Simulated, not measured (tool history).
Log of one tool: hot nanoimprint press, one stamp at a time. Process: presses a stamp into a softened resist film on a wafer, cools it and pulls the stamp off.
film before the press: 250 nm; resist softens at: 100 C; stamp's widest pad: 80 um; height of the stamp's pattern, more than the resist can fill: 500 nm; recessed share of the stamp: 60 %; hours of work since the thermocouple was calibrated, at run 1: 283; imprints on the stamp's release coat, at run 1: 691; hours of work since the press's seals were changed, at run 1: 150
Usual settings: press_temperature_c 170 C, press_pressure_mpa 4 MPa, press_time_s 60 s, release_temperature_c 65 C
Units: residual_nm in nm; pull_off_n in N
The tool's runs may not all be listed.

run,day,press_temperature_c,press_pressure_mpa,press_time_s,release_temperature_c,hours of work since the thermocouple was calibrated,imprints on the stamp's release coat,hours of work since the press's seals were changed,residual_nm,pull_off_n
1,0,170,4,60,65,283,691,150,120.9,270
2,0.5,170,4,60,65,289,733,155,120.2,262
3,0.792,170,4,60,65,292,757,159,120.1,265
4,1.008,170,4,60,65,295,775,161,120.2,270
5,1.3,166,4,60,65,298,799,165,140.4,272
6,1.758,164,4,60,65,303,837,170,151.7,268
7,2.25,164,4,60,65,309,878,175,151.7,283
8,2.504,164,4,60,65,312,899,178,152.2,269
9,2.829,164,6.29,60,65,315,926,182,128.5,280
10,3.038,164,6.29,60,65,318,943,184,128.1,274
11,3.496,170,4,60,65,323,981,190,119.8,276
12,3.917,169,4,60,65,328,1016,195,124.5,281
13,4.358,169,4,60,65,333,1053,200,124.3,292
14,4.721,169,4,60,65,337,1083,204,124.6,287
15,5.029,170,4.7,60,65,340,1109,207,111.9,292
16,5.404,172,4,106,55,345,1140,212,87.5,309
17,5.838,172,4,106,55,350,1176,216,87.3,309
18,6.242,170,4.95,60,65,354,1209,221,109.7,292
19,6.525,170,4.95,60,65,358,1233,224,109.2,281
20,6.892,168,3.59,37,55,362,1263,229,157.5,324
21,7.121,177,2.45,37,55,364,1282,231,133.3,332
22,7.571,167,2.45,89,55,370,1320,236,142,319
23,7.783,180,3.4,43,61,372,1338,239,99.2,309
24,8.292,170,4,35,65,378,1379,245,143.2,293
25,8.546,170,5.96,76,61,381,1401,247,91.5,307
26,8.962,170,4,53,55,385,1435,252,124.2,335
27,9.329,170,2.89,53,52,390,1466,256,141.5,343
# day 9.8: plate thermocouple calibrated
28,9.883,172,2.64,62,65,1,1501,261,135.9,312
29,10.258,170,3.21,60,65,5,1533,266,137,303

Hidden state at the last listed run before each entry between runs and at the first one after, where it differs:
Between runs 27 and 28: plate thermocouple calibrated (day 9.8)
  true temperature over the reading, C: 1.44 -> 0.07; pressure that arrives at the usual setting, %: 97.93 -> 97.89; grip of the stamp's worn release coat, % over a new coat's: 28.3 -> 29
  measured less the result without the state, residual_nm: -6.6 -> +0.4 nm; pull_off_n: +72 -> +70 N
